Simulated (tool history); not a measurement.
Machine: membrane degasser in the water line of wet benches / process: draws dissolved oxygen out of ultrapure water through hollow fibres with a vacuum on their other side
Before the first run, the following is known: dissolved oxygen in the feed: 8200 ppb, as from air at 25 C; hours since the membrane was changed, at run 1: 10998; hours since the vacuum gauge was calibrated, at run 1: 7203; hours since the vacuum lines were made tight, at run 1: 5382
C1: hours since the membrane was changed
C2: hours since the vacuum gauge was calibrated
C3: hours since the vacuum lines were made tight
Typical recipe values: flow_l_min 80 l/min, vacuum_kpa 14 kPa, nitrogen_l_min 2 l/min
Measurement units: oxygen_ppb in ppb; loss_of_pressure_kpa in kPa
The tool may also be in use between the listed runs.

run 1 day=0 | flow_l_min=80 vacuum_kpa=14 nitrogen_l_min=2 | C1=10998 C2=7203 C3=5382 | oxygen_ppb=817 loss_of_pressure_kpa=36.7
run 2 day=9.3 | flow_l_min=80 vacuum_kpa=14 nitrogen_l_min=2 | C1=11221 C2=7426 C3=5605 | oxygen_ppb=818.6 loss_of_pressure_kpa=36.71
run 3 day=15.212 | flow_l_min=80 vacuum_kpa=14 nitrogen_l_min=2 | C1=11363 C2=7568 C3=5747 | oxygen_ppb=815.4 loss_of_pressure_kpa=36.41
run 4 day=28.483 | flow_l_min=80 vacuum_kpa=14 nitrogen_l_min=2 | C1=11681 C2=7886 C3=6066 | oxygen_ppb=821.2 loss_of_pressure_kpa=36.86
-- day=36.279 vacuum gauge calibrated
run 5 day=39.712 | flow_l_min=69 vacuum_kpa=14 nitrogen_l_min=2 | C1=11950 C2=82 C3=6335 | oxygen_ppb=733.8 loss_of_pressure_kpa=31.75
run 6 day=52.221 | flow_l_min=69 vacuum_kpa=14 nitrogen_l_min=2 | C1=12251 C2=383 C3=6635 | oxygen_ppb=736.8 loss_of_pressure_kpa=31.83
run 7 day=59.788 | flow_l_min=69 vacuum_kpa=14 nitrogen_l_min=2 | C1=12432 C2=564 C3=6817 | oxygen_ppb=730.4 loss_of_pressure_kpa=31.64
run 8 day=67.712 | flow_l_min=69 vacuum_kpa=14 nitrogen_l_min=2 | C1=12622 C2=754 C3=7007 | oxygen_ppb=738 loss_of_pressure_kpa=31.77
-- day=70.517 vacuum gauge calibrated, once more
run 9 day=78.992 | flow_l_min=112 vacuum_kpa=20.4 nitrogen_l_min=4.03 | C1=12893 C2=203 C3=7277 | oxygen_ppb=937.7 loss_of_pressure_kpa=52.43
run 10 day=91.692 | flow_l_min=66 vacuum_kpa=22 nitrogen_l_min=4.03 | C1=13197 C2=508 C3=7582 | oxygen_ppb=652.8 loss_of_pressure_kpa=30.75
run 11 day=97.958 | flow_l_min=66 vacuum_kpa=29.2 nitrogen_l_min=5.33 | C1=13348 C2=659 C3=7732 | oxygen_ppb=696.7 loss_of_pressure_kpa=30.46

Describe how what the log doesn't record of the tool's condition differs between the last listed run preceding each entry between runs and the first listed run following it.
Between runs 4 and 5: vacuum gauge calibrated (day 36.279)
  membrane still open, %: 94.6 -> 94.5; true pressure behind the membrane over the reading, kPa: 0.24 -> 0.3; air that leaks in behind the membrane, l/min: 0.0118 -> 0.0122
  measured value less the no-hidden-state value, oxygen_ppb: +17.5 -> +19.7 ppb; loss_of_pressure_kpa: +1.99 -> +1.76 kPa
Between runs 8 and 9: vacuum gauge calibrated, once more (day 70.517)
  membrane still open, %: 94.2 -> 94.1; true pressure behind the membrane over the reading, kPa: 0.32 -> 0.01; air that leaks in behind the membrane, l/min: 0.0132 -> 0.0136
  measured value less the no-hidden-state value, oxygen_ppb: +21.2 -> +4.9 ppb; loss_of_pressure_kpa: +1.86 -> +3.1 kPa
